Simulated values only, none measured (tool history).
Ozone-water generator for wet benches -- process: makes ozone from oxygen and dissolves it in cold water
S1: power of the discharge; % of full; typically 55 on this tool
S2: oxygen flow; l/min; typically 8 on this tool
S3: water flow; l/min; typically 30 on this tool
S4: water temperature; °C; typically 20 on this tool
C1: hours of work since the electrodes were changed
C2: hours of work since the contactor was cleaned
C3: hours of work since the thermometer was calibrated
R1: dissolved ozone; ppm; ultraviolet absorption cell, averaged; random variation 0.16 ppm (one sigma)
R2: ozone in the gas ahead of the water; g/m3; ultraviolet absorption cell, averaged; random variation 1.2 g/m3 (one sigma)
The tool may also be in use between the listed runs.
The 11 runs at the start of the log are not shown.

run    hour  S1     S2  S3  S4    C1    C2    C3    R1     R2
 12   597.1  55      8  30  20   881  1280  1533  20.7  218.6
 13   647.1  55      8  30  20   918  1317  1570  20.4    220
 14   688.9  55      8  30  24   949  1349  1601  19.2  219.5
 15   744.6  55      8  30  20   990  1390  1643  20.5  218.5
 16   814.8  55      8  30  20  1042  1442  1695  20.4  216.7
 17   868.8  55      8  30  20  1083  1482  1735  20.1  216.3
 18     905  55      8  30  20  1109  1509  1762  20.2  216.3
 19   985.1  55      8  30  20  1169  1569  1821  20.2    218
 20  1067.4  55      8  30  20  1230  1630  1883  20.3  217.7
 21  1125.9  66   4.76  30  15  1274  1673  1926  22.9  314.1
 22  1168.9  66   5.25  21  15  1306  1705  1958  30.8  297.8
     1176.4  -- water thermometer calibrated
 23  1204.6  48   6.75  30  22  1332  1731    21  18.2  220.5
 24    1284  48   6.75  30  22  1391  1790    80  18.2  219.9
 25  1345.4  66   4.44  25  15  1436  1836   126  26.1  323.5
 26  1412.7  55      8  24  17  1486  1886   176  24.8  217.2
 27  1472.3  47    9.8  30  23  1531  1930   220  17.4  178.3
 28  1505.9  55  12.41  25  18  1556  1955   245  22.7  168.6
     1522.6  -- water thermometer calibrated, once more
 29  1550.1  43      8  30  20  1588  1988    20  17.4  189.3
 30  1624.1  66      8  30  19  1643  2043    75    22  238.2
 31    1691  66   8.96  30  19  1693  2093   125  22.1    223
 32  1763.5  66   8.96  30  19  1747  2146   179  22.1  221.8

4 ways to go on from here, each from the tool as it stands after run 32. What would each give?
  A  1843.9  68  5.78  29  20  1807  2206  239   ?   ?
  B  1843.9  74  8.96  27  19  1807  2206  239   ?   ?
  C  1843.9  55     8  30  19  1807  2206  239   ?   ?
  D  1843.9  55   6.4  30  13  1807  2206  239   ?   ?

run    R1     R2
  A  22.4  282.4
  B    25  232.4
  C  20.1  213.9
  D  21.4  241.1
What these runs would have given with no unlogged condition in the tool:
run    R1     R2
  A  24.5  296.4
  B  27.4  244.4
  C  21.9  223.2
  D  23.3  251.7

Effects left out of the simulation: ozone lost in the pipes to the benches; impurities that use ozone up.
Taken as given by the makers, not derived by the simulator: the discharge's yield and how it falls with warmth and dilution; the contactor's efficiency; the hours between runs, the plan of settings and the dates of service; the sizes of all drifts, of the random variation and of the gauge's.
